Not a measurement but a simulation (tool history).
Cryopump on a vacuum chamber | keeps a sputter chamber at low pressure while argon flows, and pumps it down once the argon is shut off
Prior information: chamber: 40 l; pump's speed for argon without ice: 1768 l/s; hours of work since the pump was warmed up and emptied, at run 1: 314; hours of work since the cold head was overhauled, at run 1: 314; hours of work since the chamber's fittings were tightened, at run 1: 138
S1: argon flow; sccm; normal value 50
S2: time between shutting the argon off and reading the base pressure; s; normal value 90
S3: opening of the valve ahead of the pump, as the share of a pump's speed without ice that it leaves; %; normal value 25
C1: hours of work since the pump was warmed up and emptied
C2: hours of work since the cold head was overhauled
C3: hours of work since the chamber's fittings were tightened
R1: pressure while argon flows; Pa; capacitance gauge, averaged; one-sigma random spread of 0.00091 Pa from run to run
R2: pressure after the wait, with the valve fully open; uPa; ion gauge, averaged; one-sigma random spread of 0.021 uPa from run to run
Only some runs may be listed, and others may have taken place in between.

run     day  S1   S2  S3   C1   C2   C3      R1    R2
  1   0.000  50   90  25  314  314  138  0.2057  0.61
  2   0.446  50   90  25  319  319  144  0.2064  0.61
  3   0.817  22   90  25  324  324  148  0.0905  0.65
  4   1.438  50   90  16  332  332  156  0.3144  0.62
  5   2.038  70   90  25  339  339  164  0.2883  0.63
  6   2.454  24   90  25  345  345  169  0.0998  0.65
  7   2.771  24   90  25  349  349  173  0.0999  0.68
  8   3.329  24   90  25  356  356  180  0.0996  0.65
  9   3.738  24   90  25  361  361  185  0.1002  0.67
 10   4.067  24   90  25  365  365  190  0.0999  0.68
 11   4.612  24   90  25  372  372  197  0.1005  0.68
 12   4.996  24   90  25  377  377  201  0.1012  0.66
 13   5.288  24   90  25  381  381  205  0.1012  0.68
      5.879  -- pump warmed up, emptied and cooled again
 14   6.004  75   25  25    2  387  212  0.2890  1.19
 15   6.567  54   90  17    9  394  219  0.3040  0.56
 16   7.158  54   90  17   16  402  226  0.3056  0.56
 17   7.658  54   90  17   23  408  233  0.3034  0.59
 18   8.025  72   96  32   27  413  237  0.2181  0.59
 19   8.429  72   96  32   32  418  242  0.2176  0.54
 20   8.929  34   96  28   39  425  249  0.1174  0.59
 21   9.575  39   20  28   47  433  257  0.1351  1.44
 22  10.112  39   20  28   54  440  264  0.1344  1.48
 23  10.746  41   90  18   62  448  272  0.2182  0.64
 24  11.096  41   90  18   66  452  276  0.2197  0.63
 25  11.512  86  162  20   72  457  282  0.4151  0.49
 26  11.821  22   41  26   76  461  286  0.0809  0.92

Across each entry between runs, compare the hidden state at the last listed run before it with the hidden state at the first listed run after it:
Logged between run 13 and run 14: pump warmed up, emptied and cooled again (day 5.879)
  pump's speed, % of a pump's without ice: 72.2 -> 99.3; leak into the chamber, uPa l/s: 555 -> 562
  the result without the hidden state subtracted from the measured one, R1: +0.0091 -> +0.0010 Pa; R2: +0.27 -> +0.16 uPa
